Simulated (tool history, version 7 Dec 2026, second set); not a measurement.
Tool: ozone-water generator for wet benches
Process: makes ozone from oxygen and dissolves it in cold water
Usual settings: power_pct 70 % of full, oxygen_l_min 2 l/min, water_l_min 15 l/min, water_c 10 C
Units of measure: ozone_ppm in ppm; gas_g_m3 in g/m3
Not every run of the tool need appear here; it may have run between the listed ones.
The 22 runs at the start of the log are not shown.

| run | hour | power_pct | oxygen_l_min | water_l_min | water_c | ozone_ppm | gas_g_m3 |
|---|---|---|---|---|---|---|---|
| 23 | 595.7 | 62 | 2.04 | 14 | 13 | 14.4 | 189.7 |
| 24 | 632.5 | 62 | 2.04 | 14 | 13 | 14.6 | 192.8 |
| 25 | 664.5 | 62 | 2.04 | 14 | 13 | 14.4 | 192.6 |
| 26 | 692 | 88 | 1.44 | 15 | 10 | 17 | 311.5 |
| 27 | 728 | 88 | 1.44 | 15 | 10 | 17.1 | 313.9 |
| 28 | 747.3 | 45 | 3.15 | 15 | 15 | 10.7 | 113.3 |
| 29 | 770.4 | 49 | 2.6 | 15 | 6 | 12.2 | 137.1 |
| 30 | 788.9 | 49 | 1.49 | 16 | 7 | 10.5 | 198.9 |
| 31 | 826 | 70 | 2 | 13 | 7 | 17.9 | 213.6 |
| 32 | 856.2 | 97 | 2 | 15 | 10 | 19.2 | 269.8 |
| 33 | 877.2 | 78 | 1.7 | 15 | 10 | 16.1 | 255.9 |

Here are 4 independent what-if runs from the current tool condition. What would each one return?
| A | 906.7 | 48 | 1.22 | 13 | 10 | ? | ? |
| B | 906.7 | 47 | 2.67 | 20 | 10 | ? | ? |
| C | 906.7 | 49 | 1.7 | 14 | 10 | ? | ? |
| D | 906.7 | 50 | 2 | 11 | 10 | ? | ? |

| run | ozone_ppm | gas_g_m3 |
|---|---|---|
| A | 12.5 | 226.1 |
| B | 8.5 | 129.4 |
| C | 12.2 | 183.7 |
| D | 15.7 | 164.1 |
What these runs would have given with no unlogged condition in the tool:
| run | ozone_ppm | gas_g_m3 |
|---|---|---|
| A | 13.2 | 229.7 |
| B | 9.1 | 131.4 |
| C | 12.9 | 186.7 |
| D | 16.6 | 166.8 |
